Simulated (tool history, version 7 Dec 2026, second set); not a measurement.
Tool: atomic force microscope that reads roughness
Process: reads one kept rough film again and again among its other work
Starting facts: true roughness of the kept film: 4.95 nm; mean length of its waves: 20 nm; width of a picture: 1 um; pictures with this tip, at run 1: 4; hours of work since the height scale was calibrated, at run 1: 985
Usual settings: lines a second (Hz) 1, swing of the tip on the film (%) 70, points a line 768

run	hour	lines a second (Hz)	swing of the tip on the film (%)	points a line	pictures with this tip	hours of work since the height scale was calibrated	roughness of the kept film (nm (root mean square))
1	0	1	70	768	4	985	3.455
2	56.5	1.2	70	768	74	1013	3.104
3	89.4	1	70	768	115	1030	2.967
4	127.6	0.52	70	768	163	1050	2.862
5	173.8	1	70	585	221	1073	2.618
# hour 241.4: new tip fitted
6	246.5	1	70	585	6	1110	3.398
7	306.7	1	70	768	81	1141	3.041
8	344.4	0.58	70	768	128	1160	2.912
9	415.8	0.58	70	768	217	1197	2.625
10	472.9	0.58	70	768	289	1226	2.462
# hour 480.3: height scale calibrated on a step standard
# hour 490.4: new tip fitted
11	521.5	0.77	70	768	38	21	3.38
12	551.9	0.77	70	768	76	36	3.187
13	604.8	0.77	70	768	142	63	2.905
14	671.8	0.77	70	768	225	98	2.64
15	707.1	0.77	70	768	270	116	2.523
# hour 738.1: new tip fitted
16	747.9	1	70	768	13	136	3.4
17	788.6	0.84	70	768	63	157	3.203
# hour 823.1: height scale calibrated on a step standard, once more
18	861.1	0.84	70	768	152	19	2.795
19	893.3	3	84	865	193	36	2.108
20	954.6	2.14	84	865	269	67	2.066
# hour 983: new tip fitted
21	1005.7	2.14	84	865	28	93	2.789
22	1050.4	0.85	57	268	84	116	3.079
23	1111.3	2.11	70	768	160	147	2.618
24	1161.1	0.92	76	284	222	173	2.436
25	1195.7	0.92	76	284	265	190	2.331
# hour 1227.9: new tip fitted
26	1264.4	3.36	76	284	46	225	2.615
27	1326	1.38	74	510	123	257	2.789
28	1371.3	1.38	74	510	179	280	2.609
29	1433.1	0.58	76	296	256	311	2.485

Expected results for the next run?
# hour 1472.5: new tip fitted
30	1505.4	0.58	61	296	40	348	?

Logged for run 30: roughness of the kept film (nm (root mean square)) 3.28.
With the hidden condition absent and the run-to-run variation left alone, this run would have shown roughness of the kept film (nm (root mean square)) 3.528.
